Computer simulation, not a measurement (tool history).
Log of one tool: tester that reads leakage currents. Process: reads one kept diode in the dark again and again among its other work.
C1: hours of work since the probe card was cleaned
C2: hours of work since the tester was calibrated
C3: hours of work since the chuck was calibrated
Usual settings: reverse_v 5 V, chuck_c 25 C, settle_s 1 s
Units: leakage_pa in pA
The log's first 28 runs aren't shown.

run 29 day=58.675 | reverse_v=5 chuck_c=24 settle_s=7.61 | C1=2828 C2=2137 C3=1412 | leakage_pa=74.87
run 30 day=60.75 | reverse_v=5 chuck_c=21 settle_s=1 | C1=2856 C2=2165 C3=1440 | leakage_pa=59.65
run 31 day=63.117 | reverse_v=6.81 chuck_c=25 settle_s=1 | C1=2889 C2=2198 C3=1473 | leakage_pa=94.68
run 32 day=66.008 | reverse_v=6.81 chuck_c=25 settle_s=1 | C1=2929 C2=2238 C3=1513 | leakage_pa=95
run 33 day=68.2 | reverse_v=3.72 chuck_c=25 settle_s=3.79 | C1=2959 C2=2268 C3=1543 | leakage_pa=70.67
run 34 day=70.462 | reverse_v=3.72 chuck_c=25 settle_s=3.79 | C1=2990 C2=2299 C3=1574 | leakage_pa=70.89
run 35 day=72.262 | reverse_v=5 chuck_c=33 settle_s=0.46 | C1=3015 C2=2324 C3=1599 | leakage_pa=155.21
run 36 day=74.075 | reverse_v=4.51 chuck_c=33 settle_s=0.46 | C1=3040 C2=2349 C3=1624 | leakage_pa=147.52
run 37 day=75.538 | reverse_v=3.85 chuck_c=21 settle_s=9.61 | C1=3060 C2=2369 C3=1644 | leakage_pa=52.47
run 38 day=77.35 | reverse_v=5 chuck_c=35 settle_s=1 | C1=3085 C2=2394 C3=1669 | leakage_pa=180.29
run 39 day=79.912 | reverse_v=5 chuck_c=35 settle_s=1 | C1=3120 C2=2429 C3=1704 | leakage_pa=181.9

3 ways to go on from here, each from the tool as it stands after run 39. What would each give?
run A day=82.321 | reverse_v=8.76 chuck_c=25 settle_s=1.35 | C1=3153 C2=2462 C3=1737 | leakage_pa=?
run B day=82.321 | reverse_v=9.24 chuck_c=25 settle_s=1 | C1=3153 C2=2462 C3=1737 | leakage_pa=?
run C day=82.321 | reverse_v=16.21 chuck_c=52 settle_s=2.7 | C1=3153 C2=2462 C3=1737 | leakage_pa=?

run=A leakage_pa=109.06
run=B leakage_pa=111.86
run=C leakage_pa=1096.03
Without the tool's hidden state the same runs would have given:
run=A leakage_pa=86.62
run=B leakage_pa=88.37
run=C leakage_pa=1033.47
